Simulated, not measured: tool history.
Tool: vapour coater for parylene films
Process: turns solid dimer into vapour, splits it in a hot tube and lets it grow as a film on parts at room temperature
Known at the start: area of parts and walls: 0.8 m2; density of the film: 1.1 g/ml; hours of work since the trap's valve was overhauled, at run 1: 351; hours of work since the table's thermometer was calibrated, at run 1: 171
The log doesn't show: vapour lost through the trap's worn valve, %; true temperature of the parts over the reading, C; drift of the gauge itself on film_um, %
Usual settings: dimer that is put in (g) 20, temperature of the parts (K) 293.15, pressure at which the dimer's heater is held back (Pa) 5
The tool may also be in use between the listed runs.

| run | hour | dimer that is put in (g) | temperature of the parts (K) | pressure at which the dimer's heater is held back (Pa) | hours of work since the trap's valve was overhauled | hours of work since the table's thermometer was calibrated | thickness of the film (um) |
|---|---|---|---|---|---|---|---|
| 1 | 0 | 20 | 293.15 | 5 | 351 | 171 | 17.28 |
| 2 | 29.9 | 20 | 293.15 | 5 | 364 | 184 | 17.16 |
|  | 67.2 | trap's valve overhauled |
| 3 | 67.2 | 20 | 293.15 | 5 | 0 | 198 | 17.11 |
| 4 | 81.7 | 20 | 293.15 | 5 | 6 | 204 | 17.1 |
| 5 | 107.3 | 20 | 293.15 | 5 | 17 | 215 | 17.46 |
| 6 | 138.9 | 20 | 293.15 | 6.37 | 31 | 228 | 16.82 |
| 7 | 160.1 | 20 | 293.15 | 5 | 39 | 237 | 17.03 |
| 8 | 183.2 | 10 | 294.15 | 5 | 49 | 247 | 8.3 |
| 9 | 209.9 | 10 | 293.15 | 5 | 61 | 258 | 8.49 |
| 10 | 239.8 | 24 | 293.15 | 5 | 73 | 271 | 20.18 |
| 11 | 266.7 | 20 | 297.15 | 5 | 85 | 282 | 15 |
| 12 | 287.2 | 20 | 297.15 | 5 | 94 | 291 | 15.11 |
| 13 | 301.8 | 13 | 297.15 | 8.77 | 100 | 297 | 9.35 |
|  | 303.8 | gauge calibrated |
| 14 | 334.7 | 13 | 297.15 | 8.77 | 114 | 311 | 9.7 |

Forecast each of these 3 alternatives for the next run:
| A | 352.4 | 22 | 300.15 | 4.81 | 121 | 319 | ? |
| B | 352.4 | 20 | 291.15 | 5 | 121 | 319 | ? |
| C | 352.4 | 13 | 297.15 | 2.35 | 121 | 319 | ? |

| run | thickness of the film (um) |
|---|---|
| A | 15.42 |
| B | 18.19 |
| C | 10.51 |
Without the tool's hidden state the same runs would have given:
| run | thickness of the film (um) |
|---|---|
| A | 15.51 |
| B | 18.29 |
| C | 10.56 |

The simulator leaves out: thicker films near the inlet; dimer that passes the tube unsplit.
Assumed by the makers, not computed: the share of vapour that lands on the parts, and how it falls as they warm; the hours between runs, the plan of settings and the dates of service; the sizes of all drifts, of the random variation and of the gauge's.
